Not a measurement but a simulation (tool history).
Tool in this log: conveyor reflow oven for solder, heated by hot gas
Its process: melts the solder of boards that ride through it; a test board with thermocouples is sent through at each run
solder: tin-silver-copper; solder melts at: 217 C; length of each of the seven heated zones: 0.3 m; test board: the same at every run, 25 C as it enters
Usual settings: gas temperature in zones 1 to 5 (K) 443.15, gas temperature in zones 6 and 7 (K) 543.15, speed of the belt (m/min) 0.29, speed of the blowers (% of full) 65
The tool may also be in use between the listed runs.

run   hour  gas temperature in zones 1 to 5 (K)  gas temperature in zones 6 and 7 (K)  speed of the belt (m/min)  speed of the blowers (% of full)  highest temperature of the board (K)  time above the solder's melting point (s)
  1      0                               443.15                                543.15                       0.29                                65                                527.35                                       94.1
  2   19.4                               443.15                                543.15                       0.29                                65                                527.15                                       93.2
  3   33.3                               443.15                                543.15                       0.29                                65                                527.25                                       93.3
  4   59.3                               443.15                                540.15                       0.29                                65                                523.85                                       89.8
  5   83.4                               443.15                                540.15                       0.29                                65                                523.55                                         90
  6   96.7                               443.15                                552.15                       0.29                                65                                534.55                                      101.2
  7  118.7                               443.15                                543.15                       0.29                                65                                526.65                                       92.6
  8  138.5                               443.15                                543.15                       0.29                                65                                526.45                                       92.7
     160.5  -- flux residue cleaned out of gas plates and filters
  9  167.8                               443.15                                543.15                       0.29                                65                                527.55                                       95.5
 10  181.5                               443.15                                543.15                       0.29                                65                                528.15                                       94.7
 11  203.3                               432.15                                543.15                       0.29                                62                                525.05                                       85.2

The next listed run, before its measurement:
 12  225.3                               430.15                                533.15                       0.29                                53                                     ?                                          ?

Run 12 measured highest temperature of the board (K) 511.85, time above the solder's melting point (s) 64.4.
Had the tool carried no hidden state, the very same run would have given highest temperature of the board (K) 512.75, time above the solder's melting point (s) 65.3.
